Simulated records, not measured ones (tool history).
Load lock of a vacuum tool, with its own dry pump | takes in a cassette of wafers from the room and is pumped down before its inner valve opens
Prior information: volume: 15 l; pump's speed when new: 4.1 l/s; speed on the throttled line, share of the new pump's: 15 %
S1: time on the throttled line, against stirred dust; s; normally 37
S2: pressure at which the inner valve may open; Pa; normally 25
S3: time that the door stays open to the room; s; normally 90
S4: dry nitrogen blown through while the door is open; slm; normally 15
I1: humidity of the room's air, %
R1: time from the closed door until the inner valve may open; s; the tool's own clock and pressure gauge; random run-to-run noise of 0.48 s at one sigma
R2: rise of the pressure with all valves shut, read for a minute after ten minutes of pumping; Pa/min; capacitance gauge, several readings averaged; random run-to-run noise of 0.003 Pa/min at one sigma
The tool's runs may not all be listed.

run 1 hour=0 | S1=37 S2=25 S3=90 S4=15 | I1=45.4 | R1=62.4 R2=0.185
run 2 hour=191.7 | S1=37 S2=25 S3=90 S4=15 | I1=44.7 | R1=62.7 R2=0.184
run 3 hour=534.2 | S1=37 S2=27 S3=90 S4=15 | I1=45.8 | R1=62.8 R2=0.192
run 4 hour=918.9 | S1=37 S2=27 S3=90 S4=15 | I1=47.4 | R1=62.9 R2=0.196
run 5 hour=1210.6 | S1=37 S2=25 S3=90 S4=15 | I1=48.2 | R1=64.4 R2=0.198
run 6 hour=1679.6 | S1=37 S2=25 S3=90 S4=15 | I1=46.6 | R1=64 R2=0.204
run 7 hour=1903.6 | S1=37 S2=25 S3=90 S4=15 | I1=41.6 | R1=63.9 R2=0.203
run 8 hour=2306.4 | S1=37 S2=25 S3=90 S4=15 | I1=50.1 | R1=65.1 R2=0.221
run 9 hour=2502.4 | S1=37 S2=25 S3=90 S4=15 | I1=41.8 | R1=65.1 R2=0.213
run 10 hour=2758.4 | S1=37 S2=25 S3=90 S4=15 | I1=44.3 | R1=64.1 R2=0.22
run 11 hour=3028.2 | S1=41 S2=33 S3=76 S4=15 | I1=42.7 | R1=66.9 R2=0.227
run 12 hour=3227.2 | S1=41 S2=33 S3=76 S4=15 | I1=43.7 | R1=66.6 R2=0.224
run 13 hour=3569.3 | S1=71 S2=25 S3=150 S4=5 | I1=45.1 | R1=93.4 R2=0.28
run 14 hour=3856.1 | S1=33 S2=23 S3=108 S4=37 | I1=47.4 | R1=62.1 R2=0.218
run 15 hour=4069.5 | S1=33 S2=23 S3=108 S4=37 | I1=43.9 | R1=62 R2=0.236
run 16 hour=4429.7 | S1=37 S2=25 S3=157 S4=15 | I1=45.8 | R1=65.5 R2=0.252
-- hour=4705.5 door's seal changed, seat wiped
run 17 hour=4784 | S1=37 S2=46 S3=146 S4=15 | I1=48.3 | R1=63.7 R2=0.052
run 18 hour=5117.2 | S1=38 S2=42 S3=98 S4=24 | I1=46.4 | R1=64.9 R2=0.029
run 19 hour=5384.9 | S1=31 S2=28 S3=118 S4=5 | I1=47.3 | R1=60.6 R2=0.077
run 20 hour=5713.2 | S1=22 S2=19 S3=49 S4=11 | I1=41.8 | R1=55.6 R2=0.04

What if the next run were any one of these 5? Each begins from the tool's condition after run 20:
run A hour=6176.4 | S1=19 S2=25 S3=208 S4=15 | I1=47.5 | R1=? R2=?
run B hour=6176.4 | S1=37 S2=25 S3=134 S4=9 | I1=48.6 | R1=? R2=?
run C hour=6176.4 | S1=37 S2=46 S3=60 S4=15 | I1=45 | R1=? R2=?
run D hour=6176.4 | S1=35 S2=48 S3=60 S4=15 | I1=46.8 | R1=? R2=?
run E hour=6176.4 | S1=21 S2=25 S3=90 S4=15 | I1=40.1 | R1=? R2=?

run=A R1=51.8 R2=0.054
run=B R1=67.5 R2=0.073
run=C R1=64.7 R2=0.04
run=D R1=62.3 R2=0.041
run=E R1=53.7 R2=0.044
With no hidden state in the tool, these same runs would have given:
run=A R1=46.2 R2=0.05
run=B R1=62.4 R2=0.069
run=C R1=60.1 R2=0.036
run=D R1=57.7 R2=0.037
run=E R1=48.1 R2=0.04
